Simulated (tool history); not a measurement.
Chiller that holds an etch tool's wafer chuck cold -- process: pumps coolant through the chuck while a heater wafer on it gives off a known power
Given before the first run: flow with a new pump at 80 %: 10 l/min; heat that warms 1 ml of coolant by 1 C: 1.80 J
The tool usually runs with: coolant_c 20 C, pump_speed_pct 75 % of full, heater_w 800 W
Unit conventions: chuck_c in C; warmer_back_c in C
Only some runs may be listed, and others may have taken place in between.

run,hour,coolant_c,pump_speed_pct,heater_w,chuck_c,warmer_back_c
1,0,20,75,800,28,2.9
2,42.4,20,81,800,27.6,2.65
3,89.7,20,81,796,27.4,2.63
4,166.7,20,81,796,27.6,2.68
5,258,20,81,796,27.7,2.64
6,310.7,20,81,796,27.6,2.66
7,380.1,20,81,796,27.7,2.65
8,435.6,20,81,796,27.6,2.62
9,510.1,20,81,796,27.7,2.67
10,599.1,20,81,796,27.8,2.65
11,670,20,81,796,27.8,2.67
# hour 695.8: coolant changed, channels flushed
12,718.1,20,81,796,26.9,2.71
13,784.5,20,81,796,26.8,2.63
14,869.6,20,81,796,27,2.71
15,908.9,20,81,796,27,2.73
16,985.9,20,81,796,27.1,2.68
17,1045.8,15,81,796,21.9,2.69
18,1092.9,25,75,705,31.7,2.63
19,1154.5,28,68,769,35.9,3.17
20,1204.2,28,68,769,36,3.17
21,1273.3,28,66,580,34.4,2.48
22,1331.6,28,66,580,34.6,2.44
23,1370.2,20,98,510,24.2,1.45
24,1410.5,16,74,400,20.3,1.49
25,1490.6,18,79,626,23.9,2.18
26,1576.2,18,79,626,23.9,2.17
27,1627.7,20,75,635,26.6,2.36
28,1696.9,20,75,635,26.3,2.39
29,1766.2,20,75,635,26.4,2.33
# hour 1802.5: chiller's thermometer calibrated
30,1821.5,20,75,635,25.7,2.37
31,1895.5,20,75,800,27,3.07
32,1946.2,23,75,800,30.1,3.01

Below are 3 alternative next runs, each starting from the tool's condition after run 32. Predict each:
A,2035.1,25,68,1065,?,?
B,2035.1,20,75,526,?,?
C,2035.1,12,61,624,?,?

run,chuck_c,warmer_back_c
A,35.5,4.45
B,24.6,1.95
C,18.7,2.91
What these runs would have given with no unlogged condition in the tool:
run,chuck_c,warmer_back_c
A,34.7,4.25
B,24.3,1.86
C,18.2,2.77
